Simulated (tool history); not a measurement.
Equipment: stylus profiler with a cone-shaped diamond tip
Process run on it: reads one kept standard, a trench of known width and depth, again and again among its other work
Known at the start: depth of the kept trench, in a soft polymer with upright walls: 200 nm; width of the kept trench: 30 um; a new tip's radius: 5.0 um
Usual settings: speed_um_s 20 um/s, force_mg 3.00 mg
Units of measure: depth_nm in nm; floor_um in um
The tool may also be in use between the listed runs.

run 1 hour=0.0 | speed_um_s=20 force_mg=3.00 | depth_nm=202.53 floor_um=27.15
run 2 hour=140.4 | speed_um_s=75 force_mg=3.00 | depth_nm=202.51 floor_um=26.91
run 3 hour=222.1 | speed_um_s=75 force_mg=3.00 | depth_nm=202.41 floor_um=26.89
run 4 hour=350.7 | speed_um_s=75 force_mg=3.00 | depth_nm=202.49 floor_um=26.89
run 5 hour=492.8 | speed_um_s=75 force_mg=3.00 | depth_nm=202.44 floor_um=26.87
run 6 hour=631.2 | speed_um_s=75 force_mg=3.00 | depth_nm=202.56 floor_um=26.88
run 7 hour=695.4 | speed_um_s=75 force_mg=3.00 | depth_nm=202.49 floor_um=26.92
run 8 hour=818.9 | speed_um_s=75 force_mg=3.00 | depth_nm=202.47 floor_um=26.88
run 9 hour=928.6 | speed_um_s=20 force_mg=6.36 | depth_nm=204.12 floor_um=27.16
run 10 hour=1000.4 | speed_um_s=20 force_mg=6.36 | depth_nm=204.13 floor_um=27.14
run 11 hour=1121.0 | speed_um_s=20 force_mg=6.36 | depth_nm=204.12 floor_um=27.15
run 12 hour=1204.4 | speed_um_s=20 force_mg=3.00 | depth_nm=202.52 floor_um=27.10
run 13 hour=1350.4 | speed_um_s=20 force_mg=3.00 | depth_nm=202.39 floor_um=27.07
run 14 hour=1492.3 | speed_um_s=20 force_mg=3.00 | depth_nm=202.59 floor_um=27.04
run 15 hour=1630.6 | speed_um_s=20 force_mg=4.78 | depth_nm=203.40 floor_um=27.09
run 16 hour=1764.4 | speed_um_s=20 force_mg=8.83 | depth_nm=205.12 floor_um=27.15
run 17 hour=1847.2 | speed_um_s=20 force_mg=8.83 | depth_nm=205.11 floor_um=27.08
run 18 hour=1924.5 | speed_um_s=20 force_mg=3.00 | depth_nm=202.57 floor_um=27.13
run 19 hour=2037.8 | speed_um_s=20 force_mg=3.00 | depth_nm=202.54 floor_um=27.11
run 20 hour=2111.2 | speed_um_s=20 force_mg=3.00 | depth_nm=202.54 floor_um=27.07
run 21 hour=2232.6 | speed_um_s=20 force_mg=3.00 | depth_nm=202.67 floor_um=27.11
run 22 hour=2297.3 | speed_um_s=20 force_mg=3.00 | depth_nm=202.42 floor_um=27.13
run 23 hour=2374.7 | speed_um_s=20 force_mg=3.37 | depth_nm=202.56 floor_um=27.17
run 24 hour=2443.2 | speed_um_s=14 force_mg=1.04 | depth_nm=201.27 floor_um=27.12
run 25 hour=2591.3 | speed_um_s=73 force_mg=1.19 | depth_nm=201.31 floor_um=26.69
run 26 hour=2656.0 | speed_um_s=24 force_mg=1.37 | depth_nm=201.57 floor_um=27.02
run 27 hour=2804.1 | speed_um_s=24 force_mg=7.23 | depth_nm=204.42 floor_um=27.12
run 28 hour=2873.7 | speed_um_s=35 force_mg=4.76 | depth_nm=203.48 floor_um=27.11
run 29 hour=2977.0 | speed_um_s=5 force_mg=1.04 | depth_nm=201.09 floor_um=27.12
run 30 hour=3071.4 | speed_um_s=32 force_mg=5.91 | depth_nm=203.90 floor_um=27.04
run 31 hour=3165.5 | speed_um_s=32 force_mg=5.91 | depth_nm=203.81 floor_um=27.04
run 32 hour=3309.5 | speed_um_s=73 force_mg=5.29 | depth_nm=203.62 floor_um=26.94
run 33 hour=3422.3 | speed_um_s=9 force_mg=3.04 | depth_nm=202.52 floor_um=27.17
run 34 hour=3566.8 | speed_um_s=9 force_mg=3.04 | depth_nm=202.46 floor_um=27.11
run 35 hour=3640.9 | speed_um_s=37 force_mg=1.16 | depth_nm=201.27 floor_um=26.92
run 36 hour=3776.6 | speed_um_s=10 force_mg=3.53 | depth_nm=202.73 floor_um=27.19
run 37 hour=3856.8 | speed_um_s=10 force_mg=3.53 | depth_nm=202.86 floor_um=27.16
run 38 hour=3938.4 | speed_um_s=17 force_mg=7.00 | depth_nm=204.42 floor_um=27.14
run 39 hour=4067.3 | speed_um_s=20 force_mg=1.63 | depth_nm=201.72 floor_um=27.08
run 40 hour=4135.8 | speed_um_s=55 force_mg=1.37 | depth_nm=201.43 floor_um=26.88
run 41 hour=4222.9 | speed_um_s=14 force_mg=2.35 | depth_nm=202.03 floor_um=27.18
run 42 hour=4309.0 | speed_um_s=19 force_mg=3.00 | depth_nm=202.41 floor_um=27.09
run 43 hour=4432.9 | speed_um_s=27 force_mg=1.18 | depth_nm=201.37 floor_um=27.03
run 44 hour=4555.3 | speed_um_s=27 force_mg=1.18 | depth_nm=201.37 floor_um=27.03
run 45 hour=4640.8 | speed_um_s=9 force_mg=3.30 | depth_nm=202.73 floor_um=27.16
run 46 hour=4708.2 | speed_um_s=56 force_mg=3.13 | depth_nm=202.54 floor_um=26.93

Withheld: 1 entry from between the runs. Position of each, and hidden state at the listed run before versus the listed run after:
From run 29 to run 30: height scale calibrated on a step standard (hour 3046.2)
  height scale over the true one, %: 0.006 -> 0.001
